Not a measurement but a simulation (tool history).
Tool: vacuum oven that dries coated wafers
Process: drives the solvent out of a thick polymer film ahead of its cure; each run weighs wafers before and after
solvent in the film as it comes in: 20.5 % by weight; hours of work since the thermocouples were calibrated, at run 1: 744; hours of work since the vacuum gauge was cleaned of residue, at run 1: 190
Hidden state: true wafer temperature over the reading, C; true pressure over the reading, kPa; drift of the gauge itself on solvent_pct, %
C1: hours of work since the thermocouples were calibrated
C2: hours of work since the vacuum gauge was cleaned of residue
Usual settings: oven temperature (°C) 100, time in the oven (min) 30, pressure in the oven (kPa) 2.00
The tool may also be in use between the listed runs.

{"run": 1, "hour": 0.0, "oven temperature (°C)": 100, "time in the oven (min)": 30, "pressure in the oven (kPa)": 2.0, "C1": 744, "C2": 190, "solvent left in the film (%)": 1.99}
{"run": 2, "hour": 15.0, "oven temperature (°C)": 100, "time in the oven (min)": 30, "pressure in the oven (kPa)": 2.0, "C1": 750, "C2": 197, "solvent left in the film (%)": 2.03}
{"run": 3, "hour": 34.8, "oven temperature (°C)": 100, "time in the oven (min)": 30, "pressure in the oven (kPa)": 2.0, "C1": 759, "C2": 205, "solvent left in the film (%)": 2.11}
{"run": 4, "hour": 50.3, "oven temperature (°C)": 95, "time in the oven (min)": 30, "pressure in the oven (kPa)": 2.0, "C1": 766, "C2": 212, "solvent left in the film (%)": 2.95}
{"run": 5, "hour": 58.8, "oven temperature (°C)": 95, "time in the oven (min)": 30, "pressure in the oven (kPa)": 2.0, "C1": 770, "C2": 216, "solvent left in the film (%)": 3.06}
{"run": 6, "hour": 71.4, "oven temperature (°C)": 95, "time in the oven (min)": 30, "pressure in the oven (kPa)": 2.0, "C1": 775, "C2": 222, "solvent left in the film (%)": 3.0}
{"run": 7, "hour": 87.2, "oven temperature (°C)": 95, "time in the oven (min)": 30, "pressure in the oven (kPa)": 2.0, "C1": 782, "C2": 229, "solvent left in the film (%)": 2.91}
{"run": 8, "hour": 107.0, "oven temperature (°C)": 95, "time in the oven (min)": 30, "pressure in the oven (kPa)": 2.0, "C1": 791, "C2": 238, "solvent left in the film (%)": 2.99}
{"run": 9, "hour": 116.4, "oven temperature (°C)": 95, "time in the oven (min)": 30, "pressure in the oven (kPa)": 2.0, "C1": 796, "C2": 242, "solvent left in the film (%)": 3.0}
{"run": 10, "hour": 136.8, "oven temperature (°C)": 100, "time in the oven (min)": 30, "pressure in the oven (kPa)": 2.0, "C1": 805, "C2": 251, "solvent left in the film (%)": 2.11}
{"run": 11, "hour": 157.7, "oven temperature (°C)": 100, "time in the oven (min)": 30, "pressure in the oven (kPa)": 2.0, "C1": 814, "C2": 260, "solvent left in the film (%)": 2.06}
{"run": 12, "hour": 169.4, "oven temperature (°C)": 100, "time in the oven (min)": 30, "pressure in the oven (kPa)": 2.0, "C1": 819, "C2": 266, "solvent left in the film (%)": 2.05}
{"run": 13, "hour": 187.2, "oven temperature (°C)": 99, "time in the oven (min)": 32, "pressure in the oven (kPa)": 2.18, "C1": 827, "C2": 274, "solvent left in the film (%)": 2.09}
{"run": 14, "hour": 205.0, "oven temperature (°C)": 113, "time in the oven (min)": 25, "pressure in the oven (kPa)": 2.79, "C1": 835, "C2": 281, "solvent left in the film (%)": 1.17}
{"run": 15, "hour": 225.1, "oven temperature (°C)": 113, "time in the oven (min)": 25, "pressure in the oven (kPa)": 2.79, "C1": 844, "C2": 290, "solvent left in the film (%)": 1.18}
{"run": 16, "hour": 234.2, "oven temperature (°C)": 113, "time in the oven (min)": 35, "pressure in the oven (kPa)": 2.79, "C1": 848, "C2": 295, "solvent left in the film (%)": 0.92}
{"run": 17, "hour": 245.8, "oven temperature (°C)": 113, "time in the oven (min)": 35, "pressure in the oven (kPa)": 2.79, "C1": 853, "C2": 300, "solvent left in the film (%)": 0.94}
{"run": 18, "hour": 261.1, "oven temperature (°C)": 93, "time in the oven (min)": 43, "pressure in the oven (kPa)": 6.6, "C1": 860, "C2": 307, "solvent left in the film (%)": 5.1}
{"run": 19, "hour": 274.2, "oven temperature (°C)": 100, "time in the oven (min)": 24, "pressure in the oven (kPa)": 2.53, "C1": 866, "C2": 312, "solvent left in the film (%)": 3.08}
{"run": 20, "hour": 292.0, "oven temperature (°C)": 115, "time in the oven (min)": 15, "pressure in the oven (kPa)": 2.51, "C1": 874, "C2": 320, "solvent left in the film (%)": 1.91}
{"run": 21, "hour": 307.1, "oven temperature (°C)": 90, "time in the oven (min)": 17, "pressure in the oven (kPa)": 2.51, "C1": 881, "C2": 327, "solvent left in the film (%)": 7.75}
{"run": 22, "hour": 318.3, "oven temperature (°C)": 90, "time in the oven (min)": 17, "pressure in the oven (kPa)": 2.51, "C1": 886, "C2": 332, "solvent left in the film (%)": 7.69}
{"run": 23, "hour": 338.5, "oven temperature (°C)": 90, "time in the oven (min)": 17, "pressure in the oven (kPa)": 2.51, "C1": 895, "C2": 341, "solvent left in the film (%)": 7.77}

3 ways to go on from here, each from the tool as it stands after run 23. What would each give?
{"run": "A", "hour": 347.9, "oven temperature (°C)": 100, "time in the oven (min)": 33, "pressure in the oven (kPa)": 5.28, "C1": 899, "C2": 345, "solvent left in the film (%)": "?"}
{"run": "B", "hour": 347.9, "oven temperature (°C)": 109, "time in the oven (min)": 24, "pressure in the oven (kPa)": 4.49, "C1": 899, "C2": 345, "solvent left in the film (%)": "?"}
{"run": "C", "hour": 347.9, "oven temperature (°C)": 106, "time in the oven (min)": 36, "pressure in the oven (kPa)": 2.0, "C1": 899, "C2": 345, "solvent left in the film (%)": "?"}

run=A solvent_left_in_the_film_(%)=3.38
run=B solvent_left_in_the_film_(%)=2.31
run=C solvent_left_in_the_film_(%)=1.01
Without the tool's hidden state the same runs would have given:
run=A solvent_left_in_the_film_(%)=3.24
run=B solvent_left_in_the_film_(%)=2.20
run=C solvent_left_in_the_film_(%)=0.94
